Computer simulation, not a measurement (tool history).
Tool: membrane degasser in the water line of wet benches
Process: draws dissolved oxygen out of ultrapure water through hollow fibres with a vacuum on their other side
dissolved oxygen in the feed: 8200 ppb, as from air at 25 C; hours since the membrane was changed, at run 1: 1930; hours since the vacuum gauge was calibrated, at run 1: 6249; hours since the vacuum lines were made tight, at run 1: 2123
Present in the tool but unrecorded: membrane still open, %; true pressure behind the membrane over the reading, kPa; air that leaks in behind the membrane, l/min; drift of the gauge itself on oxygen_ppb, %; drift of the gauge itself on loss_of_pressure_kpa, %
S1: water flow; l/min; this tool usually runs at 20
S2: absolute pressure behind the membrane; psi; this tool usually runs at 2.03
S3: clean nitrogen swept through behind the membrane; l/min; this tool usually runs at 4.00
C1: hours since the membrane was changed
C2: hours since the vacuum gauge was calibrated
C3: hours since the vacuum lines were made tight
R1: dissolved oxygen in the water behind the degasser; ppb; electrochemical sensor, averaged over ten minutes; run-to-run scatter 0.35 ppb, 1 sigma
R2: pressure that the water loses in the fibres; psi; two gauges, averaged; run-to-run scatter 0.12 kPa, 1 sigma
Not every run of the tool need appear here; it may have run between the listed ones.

| run | day | S1 | S2 | S3 | C1 | C2 | C3 | R1 | R2 |
|---|---|---|---|---|---|---|---|---|---|
| 1 | 0.000 | 20 | 2.03 | 4.00 | 1930 | 6249 | 2123 | 138.9 | 7.748 |
| 2 | 2.471 | 24 | 2.03 | 4.00 | 1989 | 6308 | 2182 | 168.7 | 9.280 |
| 3 | 3.888 | 25 | 2.03 | 4.00 | 2023 | 6342 | 2216 | 176.4 | 9.635 |
| 4 | 5.462 | 20 | 2.03 | 4.00 | 2061 | 6380 | 2254 | 139.1 | 7.760 |
| 5 | 6.650 | 20 | 2.03 | 4.00 | 2089 | 6408 | 2282 | 139.7 | 7.717 |
| 6 | 8.604 | 20 | 2.03 | 4.00 | 2136 | 6455 | 2329 | 139.9 | 7.741 |
| 7 | 10.212 | 20 | 2.03 | 4.00 | 2175 | 6494 | 2368 | 139.7 | 7.764 |
| 8 | 12.117 | 20 | 2.03 | 4.00 | 2221 | 6539 | 2413 | 139.5 | 7.733 |
| 9 | 14.754 | 20 | 2.03 | 4.00 | 2284 | 6603 | 2477 | 140.4 | 7.731 |
| 10 | 16.712 | 20 | 2.03 | 4.00 | 2331 | 6650 | 2524 | 140.3 | 7.735 |
|  | 16.875 | vacuum gauge calibrated |
| 11 | 18.533 | 20 | 2.03 | 4.00 | 2374 | 40 | 2567 | 141.6 | 7.745 |
| 12 | 20.754 | 20 | 2.03 | 4.00 | 2427 | 93 | 2620 | 142.8 | 7.770 |
| 13 | 23.633 | 20 | 2.03 | 4.00 | 2497 | 162 | 2689 | 142.0 | 7.742 |
| 14 | 25.175 | 20 | 2.03 | 4.00 | 2534 | 199 | 2726 | 142.4 | 7.699 |
| 15 | 27.708 | 20 | 2.03 | 4.00 | 2594 | 260 | 2787 | 142.9 | 7.729 |
|  | 29.375 | vacuum gauge calibrated, once more |
| 16 | 29.412 | 20 | 1.42 | 4.22 | 2635 | 1 | 2828 | 82.6 | 7.764 |
| 17 | 31.533 | 20 | 1.42 | 4.22 | 2686 | 52 | 2879 | 82.4 | 7.771 |
| 18 | 32.817 | 24 | 1.42 | 3.37 | 2716 | 83 | 2909 | 124.1 | 9.306 |
| 19 | 34.142 | 24 | 1.42 | 3.37 | 2748 | 114 | 2941 | 123.4 | 9.290 |
| 20 | 36.050 | 21 | 2.03 | 4.00 | 2794 | 160 | 2987 | 143.9 | 8.142 |
| 21 | 37.933 | 26 | 3.10 | 3.03 | 2839 | 205 | 3032 | 373.7 | 10.057 |
| 22 | 40.450 | 18 | 2.32 | 5.99 | 2900 | 266 | 3093 | 99.5 | 6.972 |
| 23 | 42.804 | 18 | 4.08 | 7.82 | 2956 | 322 | 3149 | 145.9 | 7.005 |
| 24 | 44.688 | 20 | 4.63 | 4.48 | 3001 | 368 | 3194 | 310.1 | 7.773 |
| 25 | 47.558 | 25 | 4.63 | 6.91 | 3070 | 436 | 3263 | 261.3 | 9.668 |
| 26 | 50.425 | 25 | 1.51 | 6.91 | 3139 | 505 | 3332 | 76.6 | 9.706 |
| 27 | 53.200 | 25 | 1.51 | 6.91 | 3206 | 572 | 3399 | 76.2 | 9.699 |

For each run, the measured value with the value that run would have given without the tool's hidden condition subtracted. The run-to-run variation is shared by both, the gauge scatter possibly not:
| run | R1 | R2 |
|---|---|---|
| 1 | +4.1 | +0.038 |
| 2 | +4.8 | +0.046 |
| 3 | +5.1 | +0.048 |
| 4 | +4.2 | +0.039 |
| 5 | +4.3 | +0.041 |
| 6 | +4.3 | +0.041 |
| 7 | +4.4 | +0.042 |
| 8 | +4.4 | +0.044 |
| 9 | +4.5 | +0.045 |
| 10 | +4.6 | +0.045 |
| 11 | +6.8 | +0.045 |
| 12 | +6.9 | +0.046 |
| 13 | +7.0 | +0.049 |
| 14 | +7.0 | +0.048 |
| 15 | +7.1 | +0.049 |
| 16 | +1.1 | +0.051 |
| 17 | +1.1 | +0.052 |
| 18 | +1.6 | +0.062 |
| 19 | +1.7 | +0.064 |
| 20 | +1.8 | +0.057 |
| 21 | +3.2 | +0.071 |
| 22 | +1.3 | +0.051 |
| 23 | +1.8 | +0.052 |
| 24 | +3.3 | +0.058 |
| 25 | +2.7 | +0.074 |
| 26 | +1.5 | +0.075 |
| 27 | +1.5 | +0.077 |
